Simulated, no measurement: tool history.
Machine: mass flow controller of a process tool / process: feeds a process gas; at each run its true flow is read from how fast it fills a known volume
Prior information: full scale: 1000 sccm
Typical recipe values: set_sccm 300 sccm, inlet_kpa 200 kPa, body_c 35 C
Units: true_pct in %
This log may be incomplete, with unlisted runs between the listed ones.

| run | hour | set_sccm | inlet_kpa | body_c | true_pct |
|---|---|---|---|---|---|
| 1 | 0 | 300 | 200 | 35 | 97.5 |
| 2 | 76.6 | 300 | 200 | 35 | 97.63 |
| 3 | 185.8 | 300 | 200 | 35 | 97.59 |
| 4 | 252.5 | 300 | 200 | 35 | 97.45 |
| 5 | 343.1 | 300 | 200 | 35 | 97.53 |
| 6 | 414.9 | 300 | 200 | 35 | 97.62 |
| 7 | 471.1 | 300 | 200 | 35 | 97.59 |
| 8 | 570.9 | 300 | 179 | 35 | 97.67 |
| 9 | 640.4 | 300 | 179 | 35 | 97.6 |
| 10 | 716.4 | 300 | 179 | 35 | 97.47 |
| 11 | 833.2 | 300 | 179 | 35 | 97.47 |
| 12 | 912.1 | 300 | 179 | 35 | 97.66 |
| 13 | 986.7 | 300 | 200 | 35 | 97.54 |
| 14 | 1043 | 300 | 200 | 35 | 97.65 |
| 15 | 1127.2 | 300 | 200 | 35 | 97.63 |
| 16 | 1215.6 | 300 | 200 | 35 | 97.62 |
| 17 | 1327.1 | 300 | 200 | 35 | 97.5 |
| 18 | 1432 | 300 | 200 | 35 | 97.59 |
| 19 | 1516.7 | 300 | 200 | 35 | 97.61 |
| 20 | 1592.7 | 300 | 200 | 35 | 97.52 |
| 21 | 1693.3 | 480 | 200 | 35 | 97.53 |
| 22 | 1801.2 | 480 | 200 | 35 | 97.45 |
| 23 | 1904.3 | 480 | 200 | 20 | 98.58 |
| 24 | 1957.7 | 480 | 200 | 20 | 98.39 |
| 25 | 2065.7 | 480 | 200 | 20 | 98.53 |
| 26 | 2115.3 | 480 | 161 | 20 | 98.62 |
| 27 | 2191.4 | 510 | 181 | 35 | 97.56 |
| 28 | 2284.3 | 334 | 148 | 33 | 97.81 |
|  | 2290.4 | controller's zero set anew |
| 29 | 2390 | 109 | 223 | 33 | 104.33 |
| 30 | 2438 | 109 | 223 | 33 | 104.53 |
| 31 | 2489.5 | 280 | 268 | 35 | 99.02 |
|  | 2570.6 | controller's zero set anew, once more |
| 32 | 2578.6 | 295 | 268 | 32 | 95.6 |
| 33 | 2627.7 | 559 | 268 | 27 | 96.74 |
| 34 | 2693.8 | 340 | 187 | 27 | 96.24 |
| 35 | 2784.3 | 567 | 187 | 27 | 96.98 |
| 36 | 2899.9 | 567 | 187 | 27 | 96.87 |
| 37 | 2974.1 | 567 | 187 | 27 | 96.89 |
| 38 | 3091.1 | 247 | 253 | 35 | 95.39 |
| 39 | 3188 | 247 | 179 | 34 | 95.56 |
| 40 | 3241.9 | 247 | 179 | 34 | 95.81 |
| 41 | 3357.2 | 171 | 200 | 28 | 95.91 |
| 42 | 3446.2 | 244 | 209 | 30 | 95.92 |
| 43 | 3552.3 | 525 | 212 | 32 | 96.4 |
| 44 | 3667.8 | 300 | 228 | 35 | 95.62 |
| 45 | 3772.1 | 106 | 165 | 32 | 96.31 |
| 46 | 3875.9 | 113 | 200 | 35 | 95.88 |
| 47 | 3991.9 | 256 | 200 | 35 | 95.68 |
| 48 | 4079.2 | 279 | 201 | 36 | 95.6 |
| 49 | 4183.7 | 291 | 273 | 30 | 95.97 |

Selected run-to-run steps in true_pct, each split into two signed amounts: the part the tool would show with no hidden state at all (from settings, incoming material and random variation), and the remainder, which goes to the hidden state together with any gauge scatter not common to the measured and the hidden-state-free results:
The hidden state here: flow at rest that the sensor doesn't see, % of full scale; true flow over the shown one, %; drift of the gauge itself on true_pct, %.
Run 28 -> 29: set_sccm 334 -> 109, inlet_kpa 148 -> 223, controller's zero set anew. true_pct +6.52 %: hidden state +7.41, all else -0.89.
Run 30 -> 31: set_sccm 109 -> 280, inlet_kpa 223 -> 268, body_c 33 -> 35. true_pct -5.51 %: hidden state -5.71, all else +0.2.
Run 31 -> 32: set_sccm 280 -> 295, body_c 35 -> 32, controller's zero set anew, once more. true_pct -3.42 %: hidden state -3.63, all else +0.21.
